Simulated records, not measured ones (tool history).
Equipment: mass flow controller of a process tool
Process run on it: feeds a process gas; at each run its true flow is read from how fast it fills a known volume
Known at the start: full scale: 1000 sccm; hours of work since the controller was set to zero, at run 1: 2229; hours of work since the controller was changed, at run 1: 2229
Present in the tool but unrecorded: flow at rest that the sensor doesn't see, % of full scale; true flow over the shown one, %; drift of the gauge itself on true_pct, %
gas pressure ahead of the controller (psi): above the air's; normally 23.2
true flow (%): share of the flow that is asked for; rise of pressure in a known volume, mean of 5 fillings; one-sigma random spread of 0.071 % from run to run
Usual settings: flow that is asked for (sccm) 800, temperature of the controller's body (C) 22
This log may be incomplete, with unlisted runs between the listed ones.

run,day,flow that is asked for (sccm),gas pressure ahead of the controller (psi),temperature of the controller's body (C),hours of work since the controller was set to zero,hours of work since the controller was changed,true flow (%)
1,0.000,800,23.2,22,2229,2229,101.54
2,12.671,800,20.9,22,2449,2449,101.64
3,24.454,800,20.9,22,2653,2653,101.85
4,44.208,800,23.2,22,2995,2995,102.06
5,64.233,800,23.2,22,3342,3342,102.35
6,74.321,800,23.2,22,3516,3516,102.48
7,93.329,800,23.2,22,3845,3845,102.81
8,115.396,800,23.2,22,4227,4227,102.93
9,134.508,800,23.2,22,4558,4558,103.23
# day 142.408: controller's zero set anew
10,152.554,800,23.2,22,176,4870,102.17
11,164.808,800,23.2,39,388,5082,101.88
12,185.342,800,23.2,22,743,5438,102.55
13,205.150,800,23.2,22,1086,5781,102.77
14,221.979,800,23.2,22,1378,6072,103.13
15,231.779,800,40.0,22,1547,6242,102.49
16,245.479,800,39.2,22,1784,6479,102.70
17,261.729,800,39.2,22,2066,6760,102.95
18,278.542,800,23.2,22,2357,7051,103.85
19,289.533,800,32.6,22,2547,7242,103.54
20,300.558,800,23.2,22,2738,7433,104.12
21,318.179,800,23.2,23,3043,7738,104.33
# day 321.592: controller exchanged for a calibrated one
22,336.225,800,23.2,23,253,253,99.60
23,347.858,157,23.2,33,455,455,98.07
24,362.129,800,27.3,31,702,702,99.41
25,374.062,800,28.6,30,908,908,99.68
26,388.738,116,37.6,22,1162,1162,99.84
27,408.404,800,23.2,34,1503,1503,100.31
28,425.167,186,35.5,29,1793,1793,99.89
29,440.917,800,36.4,22,2066,2066,100.50
30,457.496,800,36.4,22,2353,2353,100.75
31,478.492,111,23.1,22,2716,2716,104.48
32,500.604,111,23.1,22,3099,3099,105.55
33,516.550,111,23.1,22,3375,3375,106.19
34,537.283,485,29.2,22,3734,3734,101.72
35,560.742,485,29.2,39,4140,4140,101.67
36,578.400,485,29.2,39,4446,4446,101.74
# day 592.850: controller's zero set anew
37,600.721,177,27.6,26,136,4832,99.79
38,618.246,177,27.6,26,440,5136,100.15
39,640.671,177,27.6,26,828,5524,101.04
40,650.671,177,27.6,26,1001,5697,101.37
41,672.179,184,25.8,35,1373,6069,101.76
42,688.017,184,25.8,35,1648,6344,102.15

Some steps in true flow (%), run to run, broken into two amounts with sign: the step expected even without the hidden condition (settings, incoming material, random variation), and the rest, left for the hidden condition together with whatever gauge scatter is not in both the measured and the hidden-condition-free result:
Run 21 -> 22: controller exchanged for a calibrated one. true flow (%) -4.73: hidden state -4.55, all else -0.18.
Run 30 -> 31: flow that is asked for (sccm) 800 -> 111, gas pressure ahead of the controller (psi) 36.4 -> 23.1. true flow (%) +3.73: hidden state +5.50, all else -1.77.
Run 33 -> 34: flow that is asked for (sccm) 111 -> 485, gas pressure ahead of the controller (psi) 23.1 -> 29.2. true flow (%) -4.47: hidden state -5.43, all else +0.96.
